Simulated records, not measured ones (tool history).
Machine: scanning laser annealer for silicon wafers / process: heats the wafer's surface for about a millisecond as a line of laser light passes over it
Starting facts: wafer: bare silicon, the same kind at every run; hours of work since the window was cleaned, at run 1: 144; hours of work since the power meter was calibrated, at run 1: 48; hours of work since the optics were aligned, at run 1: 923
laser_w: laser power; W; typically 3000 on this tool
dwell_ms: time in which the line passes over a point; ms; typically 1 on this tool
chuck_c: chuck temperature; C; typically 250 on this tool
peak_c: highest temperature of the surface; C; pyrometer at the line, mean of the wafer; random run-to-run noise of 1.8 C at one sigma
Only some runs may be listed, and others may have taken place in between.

run,hour,laser_w,dwell_ms,chuck_c,hours of work since the window was cleaned,hours of work since the power meter was calibrated,hours of work since the optics were aligned,peak_c
1,0,3000,1,250,144,48,923,997
2,9,3000,1,250,149,53,928,995
3,15.5,3000,1,250,153,57,931,992
4,22.4,3000,1,250,157,61,935,995
5,30.9,3000,1,250,161,65,940,991
6,37.3,3000,1,271,165,69,943,1012
7,45.7,3000,1,271,170,74,948,1014
8,56.9,3000,1,226,176,80,954,967
9,64.9,3000,1,226,180,84,959,962
# hour 69: laser's power meter calibrated
10,74.3,2825,0.88,227,184,3,962,862
11,80.3,2825,0.88,227,187,6,966,862
12,91.6,3028,1,230,193,12,972,976
13,100.9,3246,1,263,199,18,977,1079
14,111.1,3000,1.06,250,204,23,983,1012
15,117.1,3000,1.06,250,207,27,986,1012
16,128.6,3156,0.76,247,214,33,992,915
17,133.7,3295,0.76,247,217,36,995,953

5 options for the next run, each taken on its own from the tool as it stands now. Forecast them:
# hour 140.1: laser's power meter calibrated, once more
A,141.8,2590,0.76,260,219,1,998,?
# hour 140.1: laser's power meter calibrated, once more
B,141.8,3295,0.78,247,219,1,998,?
# hour 140.1: laser's power meter calibrated, once more
C,141.8,3295,0.76,261,219,1,998,?
# hour 140.1: laser's power meter calibrated, once more
D,141.8,2923,0.76,220,219,1,998,?
# hour 140.1: laser's power meter calibrated, once more
E,141.8,3000,0.75,260,219,1,998,?

run,peak_c
A,773
B,960
C,966
D,820
E,876
Take away the tool's hidden state, keep each run's random variation, and the runs would have read:
run,peak_c
A,806
B,1007
C,1012
D,859
E,916
